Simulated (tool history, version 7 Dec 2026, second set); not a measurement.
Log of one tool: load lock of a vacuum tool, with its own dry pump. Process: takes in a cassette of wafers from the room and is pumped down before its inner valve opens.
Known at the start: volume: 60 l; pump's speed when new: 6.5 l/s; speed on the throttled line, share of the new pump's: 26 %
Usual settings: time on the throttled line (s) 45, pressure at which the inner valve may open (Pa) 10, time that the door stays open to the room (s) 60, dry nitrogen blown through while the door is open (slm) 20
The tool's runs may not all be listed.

run    hour  time on the throttled line (s)  pressure at which the inner valve may open (Pa)  time that the door stays open to the room (s)  dry nitrogen blown through while the door is open (slm)  incoming humidity of the room's air, %  time from the closed door until the inner valve may open (s)  rise of the pressure with all valves shut (Pa/min)
  1       0                              45                                               10                                             60                                                       20                                    50.2                                                         123.5                                               0.058
  2   108.5                              35                                               10                                             60                                                       20                                    43.1                                                         115.2                                               0.051
  3     282                              35                                               10                                             60                                                       20                                    46.6                                                         117.2                                                0.06
  4   490.4                              35                                               10                                             60                                                       20                                    46.3                                                         115.7                                               0.053
  5   592.5                              35                                               10                                             60                                                       20                                    43.7                                                         118.3                                               0.054
  6   730.5                              35                                               10                                             60                                                       20                                    47.2                                                           117                                               0.059
  7   900.9                              52                                                8                                            133                                                        5                                    45.8                                                         132.8                                               0.085
  8  1109.6                              52                                                8                                            133                                                        5                                    47.8                                                         133.9                                               0.083
  9  1309.1                              25                                               16                                             60                                                       20                                      47                                                         107.1                                               0.062
 10  1441.9                              32                                               10                                             60                                                       29                                    47.4                                                           118                                               0.059

3 ways to go on from here, each from the tool as it stands after run 10. What would each give?
  A  1614.3                              32                                               16                                             30                                                       29                                    45.2                                                             ?                                                   ?
  B  1614.3                              32                                               10                                             53                                                       27                                    45.3                                                             ?                                                   ?
  C  1614.3                              38                                               10                                             31                                                       16                                    48.3                                                             ?                                                   ?

run  time from the closed door until the inner valve may open (s)  rise of the pressure with all valves shut (Pa/min)
  A                                                         112.6                                               0.052
  B                                                         118.6                                               0.061
  C                                                         122.5                                               0.058
Without the tool's hidden state the same runs would have given:
run  time from the closed door until the inner valve may open (s)  rise of the pressure with all valves shut (Pa/min)
  A                                                         104.4                                               0.018
  B                                                         109.7                                               0.028
  C                                                         113.8                                               0.024
